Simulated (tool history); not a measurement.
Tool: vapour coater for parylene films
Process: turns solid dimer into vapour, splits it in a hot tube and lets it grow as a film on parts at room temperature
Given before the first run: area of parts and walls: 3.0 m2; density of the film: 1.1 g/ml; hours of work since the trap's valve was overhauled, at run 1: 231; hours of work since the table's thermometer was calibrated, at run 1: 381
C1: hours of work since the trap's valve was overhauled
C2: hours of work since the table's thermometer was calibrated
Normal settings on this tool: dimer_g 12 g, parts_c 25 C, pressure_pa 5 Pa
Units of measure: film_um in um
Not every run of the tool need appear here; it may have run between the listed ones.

{"run": 1, "hour": 0.0, "dimer_g": 12, "parts_c": 25, "pressure_pa": 5, "C1": 231, "C2": 381, "film_um": 2.63}
{"run": 2, "hour": 17.2, "dimer_g": 12, "parts_c": 25, "pressure_pa": 5, "C1": 244, "C2": 394, "film_um": 2.59}
{"run": 3, "hour": 32.7, "dimer_g": 12, "parts_c": 25, "pressure_pa": 6.57, "C1": 255, "C2": 405, "film_um": 2.57}
{"run": 4, "hour": 46.1, "dimer_g": 5, "parts_c": 25, "pressure_pa": 5, "C1": 265, "C2": 415, "film_um": 1.07}
{"run": 5, "hour": 56.5, "dimer_g": 12, "parts_c": 25, "pressure_pa": 2.71, "C1": 273, "C2": 423, "film_um": 2.65}
{"run": 6, "hour": 68.0, "dimer_g": 12, "parts_c": 25, "pressure_pa": 2.71, "C1": 282, "C2": 431, "film_um": 2.68}
{"run": 7, "hour": 75.7, "dimer_g": 12, "parts_c": 25, "pressure_pa": 5, "C1": 287, "C2": 437, "film_um": 2.58}
{"run": 8, "hour": 93.3, "dimer_g": 12, "parts_c": 25, "pressure_pa": 8.76, "C1": 300, "C2": 450, "film_um": 2.5}
{"run": 9, "hour": 109.6, "dimer_g": 16, "parts_c": 25, "pressure_pa": 8.41, "C1": 312, "C2": 462, "film_um": 3.34}
{"run": 10, "hour": 120.0, "dimer_g": 12, "parts_c": 32, "pressure_pa": 5, "C1": 320, "C2": 470, "film_um": 1.91}
{"run": 11, "hour": 128.4, "dimer_g": 18, "parts_c": 18, "pressure_pa": 2.47, "C1": 326, "C2": 476, "film_um": 5.07}
{"run": 12, "hour": 136.6, "dimer_g": 8, "parts_c": 25, "pressure_pa": 4.76, "C1": 332, "C2": 482, "film_um": 1.72}
{"run": 13, "hour": 144.7, "dimer_g": 6, "parts_c": 19, "pressure_pa": 3.76, "C1": 338, "C2": 488, "film_um": 1.68}

Here are 3 independent what-if runs from the current tool condition. What would each one return?
{"run": "A", "hour": 156.4, "dimer_g": 6, "parts_c": 18, "pressure_pa": 9.46, "C1": 347, "C2": 497, "film_um": "?"}
{"run": "B", "hour": 156.4, "dimer_g": 12, "parts_c": 28, "pressure_pa": 5, "C1": 347, "C2": 497, "film_um": "?"}
{"run": "C", "hour": 156.4, "dimer_g": 6, "parts_c": 27, "pressure_pa": 4.88, "C1": 347, "C2": 497, "film_um": "?"}

run=A film_um=1.69
run=B film_um=2.27
run=C film_um=1.19
What these runs would have given with no unlogged condition in the tool:
run=A film_um=1.76
run=B film_um=2.37
run=C film_um=1.24

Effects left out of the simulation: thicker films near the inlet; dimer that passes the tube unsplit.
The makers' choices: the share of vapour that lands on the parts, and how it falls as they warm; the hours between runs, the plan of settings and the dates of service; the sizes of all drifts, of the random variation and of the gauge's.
